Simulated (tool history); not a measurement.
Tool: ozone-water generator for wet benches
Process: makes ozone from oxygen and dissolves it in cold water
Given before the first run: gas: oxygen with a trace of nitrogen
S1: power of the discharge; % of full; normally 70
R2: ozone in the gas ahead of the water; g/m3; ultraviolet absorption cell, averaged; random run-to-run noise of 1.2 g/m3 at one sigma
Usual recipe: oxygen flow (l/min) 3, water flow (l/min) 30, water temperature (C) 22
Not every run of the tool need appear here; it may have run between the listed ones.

Run 1, hour 0: usual settings. Result: dissolved ozone (ppm) 12, R2 224.6 g/m3.
Run 2, hour 141.7: usual settings but oxygen flow (l/min) 4.92. Result: dissolved ozone (ppm) 12.1, R2 162.9 g/m3.
Run 3, hour 235.9: usual settings but oxygen flow (l/min) 4.92. Result: dissolved ozone (ppm) 12.1, R2 162.2 g/m3.
At hour 394.8: contactor cleaned.
Run 4, hour 403.2: usual settings but oxygen flow (l/min) 4.92. Result: dissolved ozone (ppm) 12.4, R2 163 g/m3.
Run 5, hour 562.4: usual settings but oxygen flow (l/min) 4.92. Result: dissolved ozone (ppm) 12.3, R2 164.7 g/m3.
Run 6, hour 741.2: usual settings. Result: dissolved ozone (ppm) 11.8, R2 228.4 g/m3.
Run 7, hour 840: usual settings. Result: dissolved ozone (ppm) 12.1, R2 227.2 g/m3.
Run 8, hour 938.7: usual settings. Result: dissolved ozone (ppm) 12, R2 228.4 g/m3.
Run 9, hour 1079.9: usual settings but oxygen flow (l/min) 3.16. Result: dissolved ozone (ppm) 11.9, R2 216.7 g/m3.
At hour 1137.3: water thermometer calibrated.
Run 10, hour 1267: usual settings but oxygen flow (l/min) 3.16. Result: dissolved ozone (ppm) 12, R2 216.4 g/m3.
Run 11, hour 1367.2: usual settings but oxygen flow (l/min) 3.16. Result: dissolved ozone (ppm) 12.1, R2 217.6 g/m3.
Run 12, hour 1452.6: usual settings. Result: dissolved ozone (ppm) 12, R2 225.8 g/m3.
At hour 1577.8: electrodes of the discharge changed.
Run 13, hour 1658.9: usual settings. Result: dissolved ozone (ppm) 12, R2 227.6 g/m3.
Run 14, hour 1758.4: usual settings. Result: dissolved ozone (ppm) 11.9, R2 226.6 g/m3.
Run 15, hour 1904.6: usual settings but oxygen flow (l/min) 2. Result: dissolved ozone (ppm) 11.6, R2 294.9 g/m3.
Run 16, hour 2020.4: usual settings but oxygen flow (l/min) 2. Result: dissolved ozone (ppm) 11.6, R2 295.1 g/m3.
Run 17, hour 2134.7: usual settings but oxygen flow (l/min) 2. Result: dissolved ozone (ppm) 11.3, R2 296.5 g/m3.
Run 18, hour 2334: usual settings but oxygen flow (l/min) 1.91, water flow (l/min) 35. Result: dissolved ozone (ppm) 9.5, R2 305.3 g/m3.
Run 19, hour 2454.8: usual settings but S1 46 % of full, oxygen flow (l/min) 3.37. Result: dissolved ozone (ppm) 8.4, R2 145.2 g/m3.
Run 20, hour 2567.1: usual settings but S1 46 % of full, oxygen flow (l/min) 1.63, water flow (l/min) 20, water temperature (C) 20. Result: dissolved ozone (ppm) 11.5, R2 228.5 g/m3.
Run 21, hour 2648.9: usual settings but S1 55 % of full, water temperature (C) 28. Result: dissolved ozone (ppm) 9.1, R2 185.5 g/m3.
Run 22, hour 2796.7: usual settings but S1 44 % of full, oxygen flow (l/min) 4.56, water temperature (C) 28. Result: dissolved ozone (ppm) 7.6, R2 114.5 g/m3.
Run 23, hour 2941.3: usual settings but S1 57 % of full, water flow (l/min) 46, water temperature (C) 21. Result: dissolved ozone (ppm) 6.4, R2 190.9 g/m3.
At hour 3014.1: gauge calibrated.
Run 24, hour 3119.2: usual settings but S1 57 % of full, water flow (l/min) 46, water temperature (C) 21. Result: dissolved ozone (ppm) 6.4, R2 185.2 g/m3.
Run 25, hour 3206.4: usual settings but S1 50 % of full, oxygen flow (l/min) 3.09, water flow (l/min) 22, water temperature (C) 21. Result: dissolved ozone (ppm) 11.7, R2 161.3 g/m3.
Run 26, hour 3408.3: usual settings but S1 50 % of full, oxygen flow (l/min) 1.94, water flow (l/min) 22, water temperature (C) 17. Result: dissolved ozone (ppm) 11.7, R2 217.6 g/m3.
Run 27, hour 3520: usual settings but oxygen flow (l/min) 2, water flow (l/min) 31. Result: dissolved ozone (ppm) 11, R2 292.8 g/m3.
Run 28, hour 3683.1: usual settings but oxygen flow (l/min) 2, water flow (l/min) 31. Result: dissolved ozone (ppm) 11, R2 290.4 g/m3.
Run 29, hour 3831.5: usual settings but S1 66 % of full, water temperature (C) 14. Result: dissolved ozone (ppm) 12.1, R2 212.9 g/m3.
Run 30, hour 3953: usual settings but S1 66 % of full, water temperature (C) 14. Result: dissolved ozone (ppm) 12, R2 215.8 g/m3.
Run 31, hour 4045.4: usual settings but S1 66 % of full, water temperature (C) 14. Result: dissolved ozone (ppm) 12, R2 215.8 g/m3.
Run 32, hour 4153: usual settings but S1 49 % of full, water flow (l/min) 21, water temperature (C) 16. Result: dissolved ozone (ppm) 12.7, R2 162.8 g/m3.
Run 33, hour 4290: usual settings but S1 99 % of full, oxygen flow (l/min) 3.79, water flow (l/min) 23, water temperature (C) 15. Result: dissolved ozone (ppm) 22.9, R2 267.4 g/m3.

A few steps of R2 between consecutive runs. Split each: what settings, incoming material and random variation would produce without the hidden state, and what is left over for the hidden state, along with gauge scatter present in only one of the two compared results (measured, and without hidden state):
Unlogged tool condition in this case: yield of the discharge, % of new electrodes'; contactor's efficiency, % of a clean one's; true water temperature over the reading, C; drift of the gauge itself on ozone_ppm, %; drift of the gauge itself on gas_g_m3, %.
Run 18 -> 19: S1 70 -> 46, oxygen flow (l/min) 1.91 -> 3.37, water flow (l/min) 35 -> 30. R2 -160.1 g/m3: hidden state -3.2, all else -156.9.
Run 19 -> 20: oxygen flow (l/min) 3.37 -> 1.63, water flow (l/min) 30 -> 20, water temperature (C) 22 -> 20. R2 +83.3 g/m3: hidden state +2.1, all else +81.2.
Run 22 -> 23: S1 44 -> 57, oxygen flow (l/min) 4.56 -> 3, water flow (l/min) 30 -> 46, water temperature (C) 28 -> 21. R2 +76.4 g/m3: hidden state +2.2, all else +74.2.
Run 23 -> 24: gauge calibrated. R2 -5.7 g/m3: hidden state -4.9, all else -0.8.
Run 32 -> 33: S1 49 -> 99, oxygen flow (l/min) 3 -> 3.79, water flow (l/min) 21 -> 23, water temperature (C) 16 -> 15. R2 +104.6 g/m3: hidden state +1.2, all else +103.4.
